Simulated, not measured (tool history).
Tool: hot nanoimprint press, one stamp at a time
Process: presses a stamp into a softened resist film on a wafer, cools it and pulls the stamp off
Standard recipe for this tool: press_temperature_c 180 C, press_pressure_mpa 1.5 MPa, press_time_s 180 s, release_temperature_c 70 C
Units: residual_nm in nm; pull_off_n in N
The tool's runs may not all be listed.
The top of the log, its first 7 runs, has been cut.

| run | day | press_temperature_c | press_pressure_mpa | press_time_s | release_temperature_c | hours of work since the thermocouple was calibrated | imprints on the stamp's release coat | hours of work since the press's seals were changed | residual_nm | pull_off_n |
|---|---|---|---|---|---|---|---|---|---|---|
|  | 10.692 | plate thermocouple calibrated |
| 8 | 12.154 | 181 | 1.5 | 180 | 70 | 26 | 352 | 435 | 72.9 | 219 |
| 9 | 13.925 | 180 | 1.5 | 219 | 70 | 58 | 477 | 467 | 70.9 | 227 |
| 10 | 16.262 | 180 | 1.5 | 178 | 70 | 100 | 642 | 509 | 76.8 | 232 |
| 11 | 17.671 | 180 | 1.5 | 178 | 70 | 125 | 741 | 534 | 76.7 | 241 |
|  | 18.512 | stamp cleaned and given a new release coat |
| 12 | 20.529 | 180 | 1.5 | 98 | 70 | 172 | 142 | 581 | 95.3 | 225 |
| 13 | 22.025 | 180 | 1.5 | 98 | 70 | 199 | 248 | 608 | 94.7 | 221 |
| 14 | 23.704 | 180 | 1.99 | 98 | 70 | 229 | 366 | 638 | 83.6 | 233 |
| 15 | 26.362 | 180 | 1.99 | 98 | 70 | 277 | 553 | 685 | 84.1 | 231 |
| 16 | 27.879 | 180 | 1.99 | 98 | 70 | 304 | 660 | 713 | 83.3 | 241 |
|  | 28.358 | plate thermocouple calibrated |
|  | 29.938 | stamp cleaned and given a new release coat |
| 17 | 30.208 | 180 | 1.5 | 266 | 70 | 29 | 19 | 748 | 65.6 | 219 |
| 18 | 31.342 | 177 | 1.2 | 106 | 66 | 49 | 99 | 768 | 112.7 | 248 |
| 19 | 33.979 | 177 | 1.2 | 106 | 66 | 96 | 285 | 815 | 113 | 245 |
| 20 | 35.204 | 177 | 1.2 | 247 | 61 | 118 | 372 | 837 | 85.1 | 283 |
| 21 | 36.892 | 180 | 1.5 | 332 | 70 | 149 | 490 | 868 | 61 | 227 |
| 22 | 38.467 | 180 | 2.09 | 100 | 70 | 177 | 601 | 896 | 80.7 | 235 |
| 23 | 40.162 | 180 | 2.09 | 100 | 70 | 207 | 721 | 926 | 79.9 | 229 |
|  | 41.242 | stamp cleaned and given a new release coat |
| 24 | 43.004 | 180 | 2.09 | 100 | 70 | 254 | 124 | 973 | 81.7 | 214 |
| 25 | 45.292 | 187 | 1.82 | 353 | 61 | 295 | 285 | 1014 | 41.4 | 276 |
|  | 46.358 | plate thermocouple calibrated |
| 26 | 48.179 | 187 | 1.82 | 353 | 61 | 33 | 480 | 1063 | 41.6 | 284 |
|  | 50.088 | press's hydraulic seals changed and the load cell set to zero |
| 27 | 50.158 | 180 | 1.02 | 180 | 71 | 62 | 596 | 1 | 92.4 | 230 |
|  | 52.946 | stamp cleaned and given a new release coat |
| 28 | 52.946 | 180 | 1.02 | 180 | 71 | 108 | 0 | 47 | 92.3 | 214 |
| 29 | 55.621 | 180 | 1.43 | 133 | 68 | 156 | 189 | 95 | 85.5 | 228 |

Predict the results of run 30:
| 30 | 56.762 | 172 | 0.93 | 189 | 64 | 176 | 269 | 115 | ? | ? |

Run 30 measured residual_nm 126.7 nm, pull_off_n 258 N.
On a tool with no hidden condition, and with the same random variation, this run would have come out at residual_nm 125.1 nm, pull_off_n 248 N.
